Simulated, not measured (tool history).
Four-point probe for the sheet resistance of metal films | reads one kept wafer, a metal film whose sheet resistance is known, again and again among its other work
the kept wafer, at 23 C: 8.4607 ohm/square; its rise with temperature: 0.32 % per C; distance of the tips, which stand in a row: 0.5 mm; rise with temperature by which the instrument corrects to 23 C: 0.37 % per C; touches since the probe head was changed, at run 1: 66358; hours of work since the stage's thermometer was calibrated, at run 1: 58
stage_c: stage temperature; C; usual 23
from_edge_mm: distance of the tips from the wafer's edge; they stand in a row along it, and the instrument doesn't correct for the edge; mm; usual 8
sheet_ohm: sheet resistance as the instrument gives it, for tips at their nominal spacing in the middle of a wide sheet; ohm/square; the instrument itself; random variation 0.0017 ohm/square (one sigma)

run     day  stage_c  from_edge_mm  touches since the probe head was changed  hours of work since the stage's thermometer was calibrated  sheet_ohm
  1   0.000       23             8                                     66358                                                          58   8.431695
  2   2.350       23             8                                     67950                                                          96   8.431935
  3   4.296       23             8                                     69266                                                         127   8.434027
  4   7.121       23             8                                     71179                                                         173   8.434802
  5   8.833       23             8                                     72338                                                         200   8.432493
  6  10.304       23             8                                     73335                                                         224   8.432914
  7  12.996       26             9                                     75158                                                         267   8.418352
     13.154  -- stage's thermometer calibrated
  8  14.221       22            18                                     75974                                                          17   8.424421
  9  16.125       22            18                                     77261                                                          48   8.425875

Run 10 comes next. What will it give?
 10  18.083       25            32                                     78587                                                          79          ?

sheet_ohm: 8.411007 ohm/square
Without the tool's hidden state the same run would have given sheet_ohm 8.455401 ohm/square.
